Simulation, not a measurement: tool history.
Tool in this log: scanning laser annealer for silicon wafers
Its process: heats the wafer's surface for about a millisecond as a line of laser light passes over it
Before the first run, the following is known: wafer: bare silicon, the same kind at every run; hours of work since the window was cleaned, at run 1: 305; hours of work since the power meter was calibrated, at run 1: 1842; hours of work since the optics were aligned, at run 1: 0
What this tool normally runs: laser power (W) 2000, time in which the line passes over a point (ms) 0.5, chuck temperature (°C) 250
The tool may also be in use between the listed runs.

| run | hour | laser power (W) | time in which the line passes over a point (ms) | chuck temperature (°C) | hours of work since the window was cleaned | hours of work since the power meter was calibrated | hours of work since the optics were aligned | highest temperature of the surface (°C) |
|---|---|---|---|---|---|---|---|---|
| 1 | 0 | 2000 | 0.5 | 250 | 305 | 1842 | 0 | 956 |
| 2 | 69.4 | 2000 | 0.5 | 250 | 361 | 1897 | 55 | 951 |
| 3 | 139.8 | 2000 | 0.5 | 250 | 417 | 1953 | 111 | 945 |
| 4 | 184 | 2000 | 0.5 | 237 | 452 | 1989 | 147 | 928 |
| 5 | 239.9 | 2000 | 0.5 | 237 | 496 | 2033 | 191 | 928 |
|  | 286.7 | window over the wafer cleaned |
| 6 | 310.5 | 2000 | 0.5 | 237 | 19 | 2088 | 246 | 960 |
| 7 | 366.3 | 2000 | 0.53 | 250 | 63 | 2132 | 290 | 991 |
| 8 | 467 | 2000 | 0.5 | 250 | 144 | 2212 | 370 | 958 |
| 9 | 546.2 | 2000 | 0.5 | 250 | 207 | 2276 | 433 | 952 |
| 10 | 595.9 | 2000 | 0.5 | 250 | 246 | 2315 | 473 | 949 |
| 11 | 669.5 | 2000 | 0.36 | 250 | 305 | 2374 | 532 | 823 |
| 12 | 723.5 | 2000 | 0.586 | 250 | 348 | 2417 | 575 | 1002 |
| 13 | 771.7 | 2000 | 0.586 | 250 | 386 | 2455 | 613 | 1003 |
| 14 | 849.1 | 2000 | 0.586 | 250 | 448 | 2517 | 675 | 992 |
| 15 | 930.6 | 2000 | 0.586 | 250 | 513 | 2582 | 740 | 985 |
|  | 943.5 | optics aligned, line set to its width |
|  | 962.3 | window over the wafer cleaned |
| 16 | 1014.6 | 2000 | 0.586 | 250 | 42 | 2643 | 55 | 1040 |

Run 17 comes next. What will it give?
| 17 | 1107.3 | 2000 | 0.586 | 250 | 115 | 2717 | 129 | ? |

highest temperature of the surface (°C): 1033
If the tool had no hidden condition, the same run with the same run-to-run variation would have returned highest temperature of the surface (°C) 1061.

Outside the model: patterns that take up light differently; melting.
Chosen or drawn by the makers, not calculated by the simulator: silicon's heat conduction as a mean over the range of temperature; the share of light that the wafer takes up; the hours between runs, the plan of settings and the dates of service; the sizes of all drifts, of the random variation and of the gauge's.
